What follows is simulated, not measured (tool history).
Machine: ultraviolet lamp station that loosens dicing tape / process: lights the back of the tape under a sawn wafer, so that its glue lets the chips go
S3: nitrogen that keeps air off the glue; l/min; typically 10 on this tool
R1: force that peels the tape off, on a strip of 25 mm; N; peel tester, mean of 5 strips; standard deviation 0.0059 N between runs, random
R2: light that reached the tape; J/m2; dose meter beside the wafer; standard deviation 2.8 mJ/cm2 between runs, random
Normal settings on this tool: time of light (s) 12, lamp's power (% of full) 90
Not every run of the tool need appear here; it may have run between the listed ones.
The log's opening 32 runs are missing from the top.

Run 33, day 10.150: usual settings but time of light (s) 20, lamp's power (% of full) 70, S3 17 l/min. Result: R1 0.109 N, R2 4390 J/m2.
Run 34, day 10.479: usual settings but time of light (s) 20, lamp's power (% of full) 70, S3 17 l/min. Result: R1 0.111 N, R2 4420 J/m2.
Run 35, day 10.912: usual settings but time of light (s) 20, lamp's power (% of full) 70, S3 17 l/min. Result: R1 0.117 N, R2 4420 J/m2.
Run 36, day 11.329: usual settings but time of light (s) 20, lamp's power (% of full) 65, S3 11 l/min. Result: R1 0.135 N, R2 4080 J/m2.
Run 37, day 11.546: usual settings but time of light (s) 20, lamp's power (% of full) 65, S3 11 l/min. Result: R1 0.132 N, R2 4080 J/m2.
Run 38, day 11.979: usual settings but time of light (s) 20, lamp's power (% of full) 65, S3 11 l/min. Result: R1 0.139 N, R2 4050 J/m2.
Run 39, day 12.342: usual settings but time of light (s) 20, lamp's power (% of full) 67, S3 11 l/min. Result: R1 0.137 N, R2 4180 J/m2.
Run 40, day 12.625: usual settings but time of light (s) 11, lamp's power (% of full) 100, S3 13 l/min. Result: R1 0.162 N, R2 3400 J/m2.

The next listed run, before its measurement:
Run 41, day 12.904: usual settings but time of light (s) 11, lamp's power (% of full) 100, S3 13 l/min. Result: R1 ?, R2 ?.

Run 41 came out at R1 0.161 N, R2 3430 J/m2.
Had the tool carried no hidden state, the very same run would have given R1 0.135 N, R2 3910 J/m2.
